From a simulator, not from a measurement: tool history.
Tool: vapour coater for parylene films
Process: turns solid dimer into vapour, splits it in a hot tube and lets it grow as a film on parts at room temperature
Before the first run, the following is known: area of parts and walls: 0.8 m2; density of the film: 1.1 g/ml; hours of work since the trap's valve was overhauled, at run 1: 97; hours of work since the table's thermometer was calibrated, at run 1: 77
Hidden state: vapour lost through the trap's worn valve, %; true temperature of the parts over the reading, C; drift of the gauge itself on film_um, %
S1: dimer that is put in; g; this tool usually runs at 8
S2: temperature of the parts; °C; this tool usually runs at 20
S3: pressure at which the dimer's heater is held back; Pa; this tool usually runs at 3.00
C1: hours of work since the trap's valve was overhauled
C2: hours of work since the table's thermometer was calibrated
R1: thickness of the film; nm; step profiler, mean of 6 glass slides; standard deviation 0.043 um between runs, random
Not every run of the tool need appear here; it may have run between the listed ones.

run	day	S1	S2	S3	C1	C2	R1
1	0.000	8	20	3.00	97	77	4850
2	1.021	8	20	3.00	110	90	4740
3	1.808	8	20	3.00	120	100	4810
4	2.788	8	20	3.00	132	112	4790
5	3.858	8	20	3.00	146	125	4780
6	4.883	8	20	8.39	158	138	3910
7	5.562	8	20	3.00	167	147	4840
8	6.162	8	20	3.00	174	154	4820
9	7.100	8	20	3.00	186	166	4780
10	7.842	8	20	3.00	195	175	4780
11	8.925	8	15	3.00	209	189	5630
12	9.467	10	15	3.00	216	196	6990
13	10.283	10	15	3.00	226	206	7080
14	11.350	10	15	3.00	239	219	7080
15	12.004	10	15	3.00	247	227	7010
16	12.504	8	20	3.00	254	234	4770
17	13.608	8	20	3.00	267	247	4810
18	14.688	8	20	3.00	281	261	4770
# day 14.938: trap's valve overhauled
19	15.908	8	20	3.00	12	274	4860
20	16.638	8	20	3.00	21	283	4720
21	17.642	8	20	11.48	34	296	3700
22	18.817	3	28	2.65	49	310	1440
23	19.721	3	28	2.65	60	322	1440
24	20.200	13	28	11.64	66	328	4700
25	20.788	4	18	3.00	73	335	2550
26	21.496	8	30	8.51	82	344	2840
27	22.517	8	20	2.03	95	357	5130
28	23.142	8	20	2.03	103	365	5230
29	23.796	6	19	2.03	111	373	4050
30	24.862	8	13	3.34	124	386	5840
31	25.517	8	13	3.34	132	394	5910
32	26.321	8	13	3.34	142	404	5890
33	27.483	4	20	7.57	157	419	2040
34	28.362	8	22	5.23	168	430	4030
35	28.983	8	31	6.47	176	438	2960
36	30.067	8	31	6.47	189	451	2910
37	30.596	8	31	6.47	196	458	2950
38	31.558	11	14	5.31	208	470	7150
39	32.629	11	29	3.00	221	483	4930
40	33.471	11	29	4.11	232	494	4720
41	34.079	3	20	3.65	240	501	1730
42	34.588	6	20	3.01	246	508	3580

4 options for the next run, each taken on its own from the tool as it stands now. Forecast them:
A	35.617	10	30	4.11	259	521	?
B	35.617	5	21	3.01	259	521	?
C	35.617	6	25	5.52	259	521	?
D	35.617	10	20	3.00	259	521	?

run	R1
A	4150
B	2920
C	2730
D	6030
Stripped of hidden state, with their random variation kept, the same runs would have yielded:
run	R1
A	4170
B	2920
C	2730
D	6050
